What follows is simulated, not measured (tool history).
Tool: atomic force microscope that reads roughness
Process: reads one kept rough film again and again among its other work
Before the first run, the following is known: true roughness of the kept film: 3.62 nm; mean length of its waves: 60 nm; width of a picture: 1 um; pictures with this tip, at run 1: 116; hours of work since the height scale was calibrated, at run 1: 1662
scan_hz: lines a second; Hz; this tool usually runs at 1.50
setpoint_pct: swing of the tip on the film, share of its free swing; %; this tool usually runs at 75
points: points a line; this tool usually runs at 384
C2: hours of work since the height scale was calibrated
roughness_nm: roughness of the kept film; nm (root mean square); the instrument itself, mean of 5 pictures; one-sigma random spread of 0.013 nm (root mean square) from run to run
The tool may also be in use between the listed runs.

run 1 hour=0.0 | scan_hz=1.50 setpoint_pct=75 points=384 | pictures_with_this_tip=116 C2=1662 | roughness_nm=3.218
run 2 hour=63.6 | scan_hz=1.50 setpoint_pct=75 points=384 | pictures_with_this_tip=198 C2=1705 | roughness_nm=3.204
run 3 hour=108.4 | scan_hz=0.51 setpoint_pct=75 points=384 | pictures_with_this_tip=256 C2=1735 | roughness_nm=3.389
-- hour=121.5 new tip fitted
run 4 hour=184.1 | scan_hz=0.51 setpoint_pct=75 points=987 | pictures_with_this_tip=81 C2=1785 | roughness_nm=3.402
run 5 hour=241.0 | scan_hz=0.51 setpoint_pct=75 points=987 | pictures_with_this_tip=154 C2=1823 | roughness_nm=3.389
run 6 hour=292.0 | scan_hz=0.51 setpoint_pct=75 points=987 | pictures_with_this_tip=220 C2=1857 | roughness_nm=3.410
-- hour=332.9 new tip fitted
run 7 hour=350.0 | scan_hz=0.89 setpoint_pct=75 points=384 | pictures_with_this_tip=22 C2=1896 | roughness_nm=3.348
run 8 hour=406.7 | scan_hz=1.50 setpoint_pct=65 points=384 | pictures_with_this_tip=95 C2=1933 | roughness_nm=3.325
run 9 hour=440.9 | scan_hz=1.50 setpoint_pct=65 points=384 | pictures_with_this_tip=139 C2=1956 | roughness_nm=3.328
run 10 hour=507.0 | scan_hz=2.58 setpoint_pct=65 points=384 | pictures_with_this_tip=224 C2=2000 | roughness_nm=3.228
-- hour=543.2 new tip fitted
run 11 hour=584.7 | scan_hz=2.58 setpoint_pct=67 points=384 | pictures_with_this_tip=54 C2=2052 | roughness_nm=3.179
-- hour=594.8 height scale calibrated on a step standard
run 12 hour=626.2 | scan_hz=1.50 setpoint_pct=62 points=384 | pictures_with_this_tip=106 C2=21 | roughness_nm=3.380
run 13 hour=673.0 | scan_hz=1.50 setpoint_pct=62 points=384 | pictures_with_this_tip=166 C2=52 | roughness_nm=3.363
run 14 hour=730.7 | scan_hz=1.50 setpoint_pct=62 points=384 | pictures_with_this_tip=241 C2=91 | roughness_nm=3.351
-- hour=752.6 new tip fitted
run 15 hour=813.1 | scan_hz=1.50 setpoint_pct=62 points=384 | pictures_with_this_tip=78 C2=145 | roughness_nm=3.345
run 16 hour=877.7 | scan_hz=1.50 setpoint_pct=75 points=384 | pictures_with_this_tip=161 C2=189 | roughness_nm=3.205
run 17 hour=914.0 | scan_hz=1.50 setpoint_pct=75 points=384 | pictures_with_this_tip=208 C2=213 | roughness_nm=3.231
-- hour=964.7 new tip fitted
run 18 hour=971.0 | scan_hz=1.50 setpoint_pct=75 points=384 | pictures_with_this_tip=9 C2=251 | roughness_nm=3.218
run 19 hour=1047.2 | scan_hz=1.50 setpoint_pct=75 points=384 | pictures_with_this_tip=107 C2=301 | roughness_nm=3.208
run 20 hour=1098.9 | scan_hz=1.50 setpoint_pct=75 points=384 | pictures_with_this_tip=174 C2=336 | roughness_nm=3.209
run 21 hour=1150.3 | scan_hz=1.50 setpoint_pct=75 points=384 | pictures_with_this_tip=240 C2=370 | roughness_nm=3.229
-- hour=1176.3 new tip fitted
run 22 hour=1223.5 | scan_hz=1.50 setpoint_pct=75 points=384 | pictures_with_this_tip=61 C2=419 | roughness_nm=3.205
run 23 hour=1291.8 | scan_hz=1.50 setpoint_pct=75 points=384 | pictures_with_this_tip=149 C2=465 | roughness_nm=3.220
run 24 hour=1347.7 | scan_hz=2.24 setpoint_pct=84 points=384 | pictures_with_this_tip=221 C2=502 | roughness_nm=2.893
-- hour=1387.6 new tip fitted
run 25 hour=1404.3 | scan_hz=2.24 setpoint_pct=84 points=384 | pictures_with_this_tip=21 C2=539 | roughness_nm=2.894
run 26 hour=1464.3 | scan_hz=2.24 setpoint_pct=84 points=384 | pictures_with_this_tip=99 C2=579 | roughness_nm=2.892
run 27 hour=1541.3 | scan_hz=2.84 setpoint_pct=64 points=384 | pictures_with_this_tip=198 C2=631 | roughness_nm=3.210
-- hour=1600.7 new tip fitted
run 28 hour=1601.7 | scan_hz=2.84 setpoint_pct=64 points=384 | pictures_with_this_tip=1 C2=671 | roughness_nm=3.216
run 29 hour=1683.7 | scan_hz=1.59 setpoint_pct=80 points=614 | pictures_with_this_tip=107 C2=726 | roughness_nm=3.139
run 30 hour=1718.5 | scan_hz=1.59 setpoint_pct=80 points=614 | pictures_with_this_tip=152 C2=749 | roughness_nm=3.113
run 31 hour=1800.7 | scan_hz=0.90 setpoint_pct=55 points=604 | pictures_with_this_tip=258 C2=804 | roughness_nm=3.446
-- hour=1812.6 new tip fitted
run 32 hour=1854.6 | scan_hz=0.90 setpoint_pct=55 points=604 | pictures_with_this_tip=55 C2=839 | roughness_nm=3.475
run 33 hour=1920.1 | scan_hz=0.75 setpoint_pct=55 points=604 | pictures_with_this_tip=139 C2=883 | roughness_nm=3.461
run 34 hour=1967.1 | scan_hz=3.40 setpoint_pct=75 points=477 | pictures_with_this_tip=200 C2=915 | roughness_nm=2.905
-- hour=2024.7 new tip fitted
run 35 hour=2027.6 | scan_hz=0.63 setpoint_pct=70 points=490 | pictures_with_this_tip=4 C2=955 | roughness_nm=3.420
run 36 hour=2084.8 | scan_hz=0.63 setpoint_pct=70 points=490 | pictures_with_this_tip=78 C2=993 | roughness_nm=3.417
run 37 hour=2117.9 | scan_hz=0.63 setpoint_pct=70 points=490 | pictures_with_this_tip=121 C2=1015 | roughness_nm=3.409
run 38 hour=2167.0 | scan_hz=0.87 setpoint_pct=70 points=631 | pictures_with_this_tip=184 C2=1048 | roughness_nm=3.386
run 39 hour=2231.5 | scan_hz=0.87 setpoint_pct=70 points=631 | pictures_with_this_tip=267 C2=1091 | roughness_nm=3.362
-- hour=2237.9 new tip fitted
run 40 hour=2312.4 | scan_hz=0.55 setpoint_pct=75 points=384 | pictures_with_this_tip=96 C2=1144 | roughness_nm=3.405
run 41 hour=2348.0 | scan_hz=1.75 setpoint_pct=77 points=884 | pictures_with_this_tip=142 C2=1168 | roughness_nm=3.135
run 42 hour=2417.5 | scan_hz=1.75 setpoint_pct=77 points=884 | pictures_with_this_tip=231 C2=1215 | roughness_nm=3.148
-- hour=2449.3 new tip fitted
run 43 hour=2468.5 | scan_hz=2.13 setpoint_pct=77 points=884 | pictures_with_this_tip=24 C2=1248 | roughness_nm=3.085
run 44 hour=2520.7 | scan_hz=2.20 setpoint_pct=78 points=384 | pictures_with_this_tip=92 C2=1283 | roughness_nm=3.019
run 45 hour=2558.9 | scan_hz=0.79 setpoint_pct=59 points=496 | pictures_with_this_tip=141 C2=1309 | roughness_nm=3.460

Below are 3 alternative next runs, each starting from the tool's condition after run 45. Predict each:
run A hour=2623.2 | scan_hz=0.51 setpoint_pct=75 points=458 | pictures_with_this_tip=224 C2=1352 | roughness_nm=?
run B hour=2623.2 | scan_hz=0.79 setpoint_pct=59 points=986 | pictures_with_this_tip=224 C2=1352 | roughness_nm=?
run C hour=2623.2 | scan_hz=0.60 setpoint_pct=75 points=384 | pictures_with_this_tip=224 C2=1352 | roughness_nm=?

run=A roughness_nm=3.420
run=B roughness_nm=3.455
run=C roughness_nm=3.389
Without the tool's hidden state the same runs would have given:
run=A roughness_nm=3.430
run=B roughness_nm=3.465
run=C roughness_nm=3.400
